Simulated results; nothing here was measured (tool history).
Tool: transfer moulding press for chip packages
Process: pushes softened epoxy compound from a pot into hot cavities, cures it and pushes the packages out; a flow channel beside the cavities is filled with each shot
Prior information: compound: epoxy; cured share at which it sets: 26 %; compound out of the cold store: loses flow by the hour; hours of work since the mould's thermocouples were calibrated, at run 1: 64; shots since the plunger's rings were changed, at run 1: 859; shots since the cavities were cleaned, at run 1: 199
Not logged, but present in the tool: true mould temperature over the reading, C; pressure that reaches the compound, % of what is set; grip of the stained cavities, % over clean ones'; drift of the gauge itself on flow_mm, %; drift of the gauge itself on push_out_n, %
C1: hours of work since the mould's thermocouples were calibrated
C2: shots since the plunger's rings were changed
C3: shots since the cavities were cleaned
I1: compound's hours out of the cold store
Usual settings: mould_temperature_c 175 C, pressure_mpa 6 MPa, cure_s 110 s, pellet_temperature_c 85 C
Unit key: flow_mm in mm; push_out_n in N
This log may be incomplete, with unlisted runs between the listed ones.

Run 1, hour 0: usual settings; C1 64; C2 859; C3 199; I1 29.4. Result: flow_mm 924 mm, push_out_n 623 N.
Run 2, hour 16.8: usual settings; C1 74; C2 1018; C3 358; I1 41.6. Result: flow_mm 897 mm, push_out_n 684 N.
Run 3, hour 28.1: usual settings; C1 81; C2 1124; C3 464; I1 29.5. Result: flow_mm 924 mm, push_out_n 731 N.
At hour 41.3: cavities cleaned with cleaning compound and waxed.
Run 4, hour 44.2: usual settings but pellet_temperature_c 92 C; C1 90; C2 1261; C3 27; I1 10.3. Result: flow_mm 946 mm, push_out_n 958 N.
Run 5, hour 62.4: usual settings but pellet_temperature_c 92 C; C1 101; C2 1433; C3 199; I1 17.3. Result: flow_mm 945 mm, push_out_n 948 N.
At hour 73.2: cavities cleaned with cleaning compound and waxed, once more.
Run 6, hour 75.9: usual settings but mould_temperature_c 179 C; C1 108; C2 1545; C3 26; I1 10.3. Result: flow_mm 943 mm, push_out_n 401 N.
Run 7, hour 91.4: usual settings but mould_temperature_c 179 C; C1 117; C2 1691; C3 172; I1 45.8. Result: flow_mm 871 mm, push_out_n 546 N.
Run 8, hour 99.9: usual settings but pellet_temperature_c 78 C; C1 123; C2 1771; C3 252; I1 41.6. Result: flow_mm 877 mm, push_out_n 637 N.
Run 9, hour 112.2: usual settings; C1 130; C2 1887; C3 368; I1 24. Result: flow_mm 916 mm, push_out_n 686 N.
Run 10, hour 129.1: usual settings but mould_temperature_c 170 C; C1 140; C2 2046; C3 527; I1 26.2. Result: flow_mm 937 mm, push_out_n 932 N.
At hour 135.4: cavities cleaned with cleaning compound and waxed.
Run 11, hour 142.6: usual settings; C1 147; C2 2158; C3 67; I1 8.9. Result: flow_mm 953 mm, push_out_n 474 N.
Run 12, hour 160.9: usual settings; C1 159; C2 2331; C3 240; I1 43.8. Result: flow_mm 878 mm, push_out_n 608 N.
Run 13, hour 178.7: usual settings; C1 169; C2 2498; C3 407; I1 9.8. Result: flow_mm 943 mm, push_out_n 714 N.
Run 14, hour 189: usual settings but pellet_temperature_c 77 C; C1 175; C2 2594; C3 503; I1 30.3. Result: flow_mm 897 mm, push_out_n 741 N.
At hour 197.1: cavities cleaned with cleaning compound and waxed.
Run 15, hour 203.8: usual settings but mould_temperature_c 167 C, cure_s 108 s, pellet_temperature_c 94 C; C1 183; C2 2720; C3 63; I1 14.7. Result: flow_mm 963 mm, push_out_n 805 N.
Run 16, hour 215.1: usual settings but cure_s 99 s, pellet_temperature_c 79 C; C1 190; C2 2827; C3 170; I1 17.4. Result: flow_mm 931 mm, push_out_n 648 N.
Run 17, hour 223.1: usual settings but pressure_mpa 5.42 MPa, cure_s 99 s; C1 195; C2 2901; C3 244; I1 12.2. Result: flow_mm 893 mm, push_out_n 711 N.
Run 18, hour 238.9: usual settings but pressure_mpa 5.42 MPa, cure_s 99 s; C1 205; C2 3050; C3 393; I1 38. Result: flow_mm 827 mm, push_out_n 770 N.
Run 19, hour 252.8: usual settings but pressure_mpa 5.42 MPa, cure_s 99 s; C1 213; C2 3180; C3 523; I1 47.1. Result: flow_mm 819 mm, push_out_n 805 N.
At hour 259.7: cavities cleaned with cleaning compound and waxed.
Run 20, hour 271.9: usual settings but pressure_mpa 5.42 MPa, cure_s 99 s; C1 224; C2 3347; C3 115; I1 22.6. Result: flow_mm 861 mm, push_out_n 596 N.
Run 21, hour 280.1: usual settings but pressure_mpa 6.59 MPa, cure_s 99 s; C1 229; C2 3424; C3 192; I1 46. Result: flow_mm 896 mm, push_out_n 661 N.
Run 22, hour 297: usual settings but mould_temperature_c 172 C, pressure_mpa 5.24 MPa; C1 239; C2 3582; C3 350; I1 17.8. Result: flow_mm 857 mm, push_out_n 755 N.
Run 23, hour 308: usual settings but pressure_mpa 5.95 MPa, cure_s 135 s; C1 245; C2 3686; C3 454; I1 18.7. Result: flow_mm 912 mm, push_out_n 696 N.
At hour 321.7: cavities cleaned with cleaning compound and waxed.
Run 24, hour 323.6: usual settings but pressure_mpa 5.95 MPa, cure_s 135 s; C1 254; C2 3818; C3 17; I1 25.3. Result: flow_mm 892 mm, push_out_n 390 N.
Run 25, hour 335.5: usual settings but mould_temperature_c 181 C, pressure_mpa 6.23 MPa, cure_s 142 s, pellet_temperature_c 86 C; C1 261; C2 3930; C3 129; I1 19.7. Result: flow_mm 911 mm, push_out_n 478 N.
Run 26, hour 351.5: usual settings but pressure_mpa 6.94 MPa; C1 271; C2 4081; C3 280; I1 39.3. Result: flow_mm 926 mm, push_out_n 649 N.
Run 27, hour 367.5: usual settings but pressure_mpa 6.94 MPa; C1 280; C2 4231; C3 430; I1 35.7. Result: flow_mm 924 mm, push_out_n 689 N.
Run 28, hour 381.4: usual settings but pressure_mpa 6.94 MPa; C1 289; C2 4362; C3 561; I1 18.1. Result: flow_mm 981 mm, push_out_n 757 N.

Table of differences, measured result less the result of that run with no hidden state. Run-to-run variation is the same in both. Gauge scatter possibly is not:
run  flow_mm  push_out_n
  1      -12        +199
  2      -15        +279
  3      -16        +323
  4      -19        +551
  5      -22        +540
  6      -23         +24
  7      -24        +148
  8      -26        +212
  9      -29        +274
 10      -32        +419
 11      -35         +63
 12      -35        +197
 13      -40        +296
 14      -40        +325
 15      -45        +111
 16      -45        +176
 17      -44        +233
 18      -43        +310
 19      -45        +358
 20      -49        +124
 21      -52        +189
 22      -54        +290
 23      -59        +303
 24      -59         +20
 25      -62        +111
 26      -67        +222
 27      -69        +287
 28      -75        +344

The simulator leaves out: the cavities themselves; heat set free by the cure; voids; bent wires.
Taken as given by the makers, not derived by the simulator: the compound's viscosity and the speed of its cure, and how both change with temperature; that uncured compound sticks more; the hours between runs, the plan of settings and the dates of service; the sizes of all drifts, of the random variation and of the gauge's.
